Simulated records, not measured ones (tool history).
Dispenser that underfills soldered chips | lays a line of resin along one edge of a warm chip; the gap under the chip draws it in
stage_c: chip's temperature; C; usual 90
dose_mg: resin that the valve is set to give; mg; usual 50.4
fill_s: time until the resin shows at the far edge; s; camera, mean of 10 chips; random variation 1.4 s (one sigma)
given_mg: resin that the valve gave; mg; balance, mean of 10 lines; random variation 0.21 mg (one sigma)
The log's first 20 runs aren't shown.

run	day	stage_c	dose_mg	hours of work since the syringe was changed	hours of work since the valve was cleaned	hours of work since the stage was calibrated	fill_s	given_mg
# day 6.562: new syringe of resin
21	6.562	83	54.5	0	75	181	184.2	51.43
22	6.942	86	55.1	7	82	188	259.6	52.04
# day 7.142: new syringe of resin
23	7.279	86	55.1	3	88	194	193.9	51.33
24	7.567	88	49.4	8	94	200	263.1	45.91
# day 7.750: new syringe of resin
25	7.821	88	49.4	1	99	205	161.5	45.35
26	8.212	91	49.4	9	106	212	239.0	45.41
# day 8.329: new syringe of resin
27	8.608	97	49.0	5	113	219	147.1	44.74
# day 8.917: new syringe of resin
28	8.942	97	49.0	1	120	226	102.9	44.15
29	9.142	79	61.8	4	123	229	282.3	55.85
30	9.408	79	61.8	9	128	234	408.3	55.64
# day 9.512: dispensing valve cleaned and set on the balance
# day 9.546: new syringe of resin
31	9.779	79	61.8	5	5	241	283.9	60.84
# day 10.125: new syringe of resin
32	10.125	89	49.6	0	11	247	133.4	48.93
33	10.467	101	62.5	7	18	254	125.8	61.75
# day 10.712: new syringe of resin
34	10.888	101	62.5	3	26	261	100.0	61.00
35	11.183	101	62.5	9	31	267	149.0	60.49

3 ways to go on from here, each from the tool as it stands after run 35. What would each give?
# day 11.308: new syringe of resin
A	11.488	99	47.3	3	37	273	?	?
# day 11.308: new syringe of resin
B	11.488	101	48.0	3	37	273	?	?
# day 11.308: new syringe of resin
C	11.488	86	45.9	3	37	273	?	?

run	fill_s	given_mg
A	114.4	45.61
B	106.9	46.38
C	200.9	44.35
Without the tool's hidden state the same runs would have given:
run	fill_s	given_mg
A	93.7	47.04
B	87.7	47.84
C	165.2	45.75
